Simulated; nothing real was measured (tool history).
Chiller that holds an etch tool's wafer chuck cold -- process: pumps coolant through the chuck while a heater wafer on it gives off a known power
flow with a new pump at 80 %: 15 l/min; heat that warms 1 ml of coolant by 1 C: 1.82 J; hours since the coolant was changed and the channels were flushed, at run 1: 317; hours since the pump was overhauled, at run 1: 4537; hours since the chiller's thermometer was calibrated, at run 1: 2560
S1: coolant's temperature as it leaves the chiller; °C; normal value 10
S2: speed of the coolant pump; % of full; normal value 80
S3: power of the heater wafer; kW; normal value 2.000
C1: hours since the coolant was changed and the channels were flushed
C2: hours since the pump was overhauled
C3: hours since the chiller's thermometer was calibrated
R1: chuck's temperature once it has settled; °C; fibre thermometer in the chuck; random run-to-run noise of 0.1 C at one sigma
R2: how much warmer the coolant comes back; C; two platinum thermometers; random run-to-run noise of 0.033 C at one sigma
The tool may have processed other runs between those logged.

run    hour  S1  S2     S3    C1    C2    C3    R1    R2
  1     0.0  10  80  2.000   317  4537  2560  25.0  5.20
  2   109.1  10  80  2.000   426  4646  2669  25.3  5.25
  3   228.8  10  80  2.000   545  4766  2789  25.4  5.27
  4   363.4  10  80  2.000   680  4900  2924  25.5  5.35
  5   489.4  10  83  2.000   806  5027  3050  25.1  5.13
  6   611.7  10  80  2.000   928  5149  3172  25.8  5.38
  7   727.2  10  80  2.000  1044  5264  3288  26.0  5.40
  8   866.9  10  80  1.365  1183  5404  3427  21.1  3.67
  9   974.7  10  80  1.365  1291  5512  3535  21.1  3.78
 10  1070.1  10  80  2.014  1387  5607  3630  26.4  5.48
 11  1202.7  10  80  2.000  1519  5740  3763  26.4  5.52
 12  1272.4  12  80  2.000  1589  5810  3833  28.7  5.47
 13  1364.9  10  80  1.560  1682  5902  3925  23.0  4.34
     1380.2  -- chiller's thermometer calibrated
 14  1491.1  10  72  2.000  1807  6027   111  28.5  6.18
     1574.9  -- coolant pump overhauled
 15  1580.3  10  72  2.000  1891     5   195  25.1  4.89
 16  1664.3  10  80  2.000  1975    89   279  24.1  4.37
 17  1748.0  10  80  2.000  2059   173   363  24.1  4.43
 18  1857.3  10  64  2.000  2168   282   472  27.0  5.44
     1897.3  -- chiller's thermometer calibrated, once more
 19  1988.6  10  64  2.000  2298   413    91  26.5  5.47
 20  2096.5  18  80  2.312  2406   521   199  34.1  5.15
 21  2211.7  18  65  2.312  2521   636   314  37.4  6.36
 22  2329.2  12  64  2.083  2639   753   432  29.4  5.83
 23  2396.7  12  64  2.083  2706   821   499  29.8  5.77
 24  2516.5  13  64  1.344  2826   941   619  24.7  3.82
 25  2611.9  13  64  1.344  2922  1036   715  24.6  3.75
 26  2690.9   5  82  1.356  3000  1115   794  14.8  2.98
 27  2807.2   5  82  1.356  3117  1231   910  14.7  3.03
 28  2876.1   5  82  1.356  3186  1300   979  15.0  3.01
 29  2974.3   4  95  1.379  3284  1398  1077  13.0  2.68
 30  3043.8  10  65  1.708  3353  1468  1147  25.1  4.83
 31  3170.3   6  73  2.982  3480  1594  1273  30.1  7.52

Forecast each of these 4 alternatives for the next run:
  A  3324.0  13  60  2.982  3634  1748  1427   ?   ?
  B  3324.0   6  95  2.982  3634  1748  1427   ?   ?
  C  3324.0  13  75  2.982  3634  1748  1427   ?   ?
  D  3324.0   4  65  2.000  3634  1748  1427   ?   ?

run    R1    R2
  A  41.6  9.12
  B  25.6  5.93
  C  37.0  7.32
  D  22.1  5.63
With no hidden state in the tool, these same runs would have given:
run    R1    R2
  A  36.9  8.65
  B  22.4  5.62
  C  33.0  6.93
  D  19.1  5.34
